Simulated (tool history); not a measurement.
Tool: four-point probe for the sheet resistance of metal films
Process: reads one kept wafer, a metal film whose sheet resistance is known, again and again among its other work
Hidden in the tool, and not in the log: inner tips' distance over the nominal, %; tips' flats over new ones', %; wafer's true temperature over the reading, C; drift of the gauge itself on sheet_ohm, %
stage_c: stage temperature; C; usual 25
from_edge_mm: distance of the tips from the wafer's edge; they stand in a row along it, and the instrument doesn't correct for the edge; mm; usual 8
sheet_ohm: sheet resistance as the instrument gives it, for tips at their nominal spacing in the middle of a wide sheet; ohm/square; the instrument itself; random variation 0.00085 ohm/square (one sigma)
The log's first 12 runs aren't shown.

run	day	stage_c	from_edge_mm	touches since the probe head was changed	hours of work since the stage's thermometer was calibrated	sheet_ohm
13	23.029	25	8	42893	1837	4.246059
14	24.667	25	8	44169	1864	4.247063
15	26.288	25	8	45432	1891	4.247508
16	28.600	25	8	47233	1929	4.246770
17	30.504	25	8	48714	1961	4.247536
18	32.579	25	28	50330	1995	4.194822
19	33.692	25	28	51197	2014	4.195177
20	34.817	25	8	52074	2033	4.246823
21	37.225	25	8	53948	2073	4.246916
22	39.300	34	8	55565	2107	4.254581
23	40.883	19	66	56798	2134	4.186213
24	42.283	35	3	57888	2157	4.566520
25	44.779	29	15	59831	2199	4.210730
26	46.567	18	6	61223	2228	4.283190

Forecast run 27:
27	48.346	22	40	62608	2258	?

{"run 27": {"sheet_ohm": 4.191433}}
Without the tool's hidden state the same run would have given sheet_ohm 4.192005 ohm/square.
